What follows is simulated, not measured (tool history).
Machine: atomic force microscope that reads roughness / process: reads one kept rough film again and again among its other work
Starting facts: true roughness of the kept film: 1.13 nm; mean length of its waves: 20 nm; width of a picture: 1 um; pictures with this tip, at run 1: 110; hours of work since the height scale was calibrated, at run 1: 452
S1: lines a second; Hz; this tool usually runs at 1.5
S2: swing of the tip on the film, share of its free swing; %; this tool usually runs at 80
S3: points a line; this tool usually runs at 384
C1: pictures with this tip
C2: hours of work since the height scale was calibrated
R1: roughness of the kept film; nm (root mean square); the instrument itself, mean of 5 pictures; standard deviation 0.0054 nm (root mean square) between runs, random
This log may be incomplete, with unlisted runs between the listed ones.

run,hour,S1,S2,S3,C1,C2,R1
1,0.0,1.5,80,384,110,452,0.897
2,36.9,1.5,75,384,148,476,0.928
3,59.7,1.5,80,402,172,490,0.900
# hour 93.6: new tip fitted
4,105.5,1.5,80,260,12,519,0.889
5,142.5,1.5,80,384,50,543,0.891
6,183.8,1.5,80,384,92,570,0.898
7,227.9,1.5,80,384,137,598,0.893

For run 8, what comes out?
8,270.0,1.5,80,384,181,625,?

Run 8 came out at R1 0.893 nm (root mean square).
Without the tool's hidden state the same run would have given R1 0.897 nm (root mean square).
